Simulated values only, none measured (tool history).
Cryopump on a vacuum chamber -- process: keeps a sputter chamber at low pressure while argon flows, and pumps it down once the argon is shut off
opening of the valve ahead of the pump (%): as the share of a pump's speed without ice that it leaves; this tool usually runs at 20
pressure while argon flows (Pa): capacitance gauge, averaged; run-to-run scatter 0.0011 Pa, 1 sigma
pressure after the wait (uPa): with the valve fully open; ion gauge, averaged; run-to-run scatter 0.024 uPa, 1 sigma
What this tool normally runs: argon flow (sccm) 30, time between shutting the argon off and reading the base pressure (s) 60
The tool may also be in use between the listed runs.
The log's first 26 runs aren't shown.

run     day  argon flow (sccm)  time between shutting the argon off and reading the base pressure (s)  opening of the valve ahead of the pump (%)  hours of work since the pump was warmed up and emptied  hours of work since the cold head was overhauled  hours of work since the chamber's fittings were tightened  pressure while argon flows (Pa)  pressure after the wait (uPa)
 27  59.304                 30                                                                    160                                          58                                                      93                                              2917                                                        191                            0.083                           0.74
 28  61.942                 30                                                                    117                                          22                                                     133                                              2957                                                        231                           0.2182                           0.85
 29  65.058                 30                                                                     41                                          36                                                     181                                              3005                                                        278                            0.136                           1.48
 30  67.325                 25                                                                     60                                          20                                                     215                                              3039                                                        313                            0.199                           1.27
 31  69.096                 25                                                                     34                                          21                                                     242                                              3066                                                        340                           0.1929                           1.76
 32    72.4                 25                                                                    204                                          33                                                     293                                              3116                                                        390                           0.1248                           0.95
 33  74.525                 25                                                                     23                                          32                                                     325                                              3149                                                        422                           0.1282                           2.42
 34  77.817                 30                                                                     23                                          26                                                     375                                              3199                                                        473                           0.1889                           2.48

4 options for the next run, each taken on its own from the tool as it stands now. Forecast them:
  A  80.704                 26                                                                     23                                          46                                                     419                                              3243                                                        517                                ?                              ?
  B  80.704                 30                                                                     72                                          32                                                     419                                              3243                                                        517                                ?                              ?
  C  80.704                 30                                                                     89                                          58                                                     419                                              3243                                                        517                                ?                              ?
  D  80.704                 22                                                                    113                                          31                                                     419                                              3243                                                        517                                ?                              ?

run  pressure while argon flows (Pa)  pressure after the wait (uPa)
  A                           0.0975                           2.52
  B                           0.1561                           1.41
  C                           0.0918                           1.39
  D                            0.118                           1.31
Stripped of hidden state, with their random variation kept, the same runs would have yielded:
run  pressure while argon flows (Pa)  pressure after the wait (uPa)
  A                           0.0889                           1.84
  B                           0.1462                           0.75
  C                           0.0818                            0.7
  D                           0.1107                           0.63
